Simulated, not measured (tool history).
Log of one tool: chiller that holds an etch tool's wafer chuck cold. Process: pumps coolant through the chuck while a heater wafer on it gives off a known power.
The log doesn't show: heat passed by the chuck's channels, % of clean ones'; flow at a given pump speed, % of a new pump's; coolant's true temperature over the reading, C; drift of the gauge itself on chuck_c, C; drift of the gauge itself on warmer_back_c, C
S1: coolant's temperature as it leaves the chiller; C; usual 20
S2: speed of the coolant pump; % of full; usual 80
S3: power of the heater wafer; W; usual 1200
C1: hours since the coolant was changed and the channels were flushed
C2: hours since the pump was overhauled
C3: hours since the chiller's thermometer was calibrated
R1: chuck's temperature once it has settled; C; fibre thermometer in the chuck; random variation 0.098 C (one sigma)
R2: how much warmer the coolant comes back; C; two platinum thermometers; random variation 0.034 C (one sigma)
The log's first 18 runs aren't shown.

run	hour	S1	S2	S3	C1	C2	C3	R1	R2
19	453.5	11	80	808	2947	583	237	17.38	3.73
20	490.1	16	80	1200	2984	620	274	25.45	5.55
21	523.3	15	99	881	3017	653	307	21.08	3.34
22	543.7	12	78	765	3037	673	327	18.48	3.59
# hour 569.9: gauge calibrated
23	575.9	25	77	635	3070	706	360	29.91	3.01
24	593.2	12	62	1618	3087	723	377	26.64	9.54
25	629.1	12	62	1618	3123	759	413	26.84	9.45
26	668.0	15	81	1200	3162	798	452	23.83	5.41
27	687.5	24	63	686	3181	817	471	30.33	4.00
28	716.6	10	73	1200	3210	846	500	19.64	5.94
29	737.6	10	73	1200	3231	867	521	19.72	6.03
30	778.0	29	69	688	3272	908	562	34.84	3.66
31	812.8	11	87	1200	3306	943	597	19.58	5.10
32	846.6	13	67	1220	3340	976	630	23.58	6.66

Forecast each of these 4 alternatives for the next run:
A	875.8	13	61	1220	3370	1006	660	?	?
B	875.8	23	80	1200	3370	1006	660	?	?
C	875.8	28	87	613	3370	1006	660	?	?
D	875.8	25	92	974	3370	1006	660	?	?

run	R1	R2
A	24.43	7.25
B	32.41	5.50
C	32.64	2.59
D	31.82	3.91
Without the tool's hidden state the same runs would have given:
run	R1	R2
A	24.15	7.25
B	32.13	5.50
C	32.37	2.59
D	31.55	3.91

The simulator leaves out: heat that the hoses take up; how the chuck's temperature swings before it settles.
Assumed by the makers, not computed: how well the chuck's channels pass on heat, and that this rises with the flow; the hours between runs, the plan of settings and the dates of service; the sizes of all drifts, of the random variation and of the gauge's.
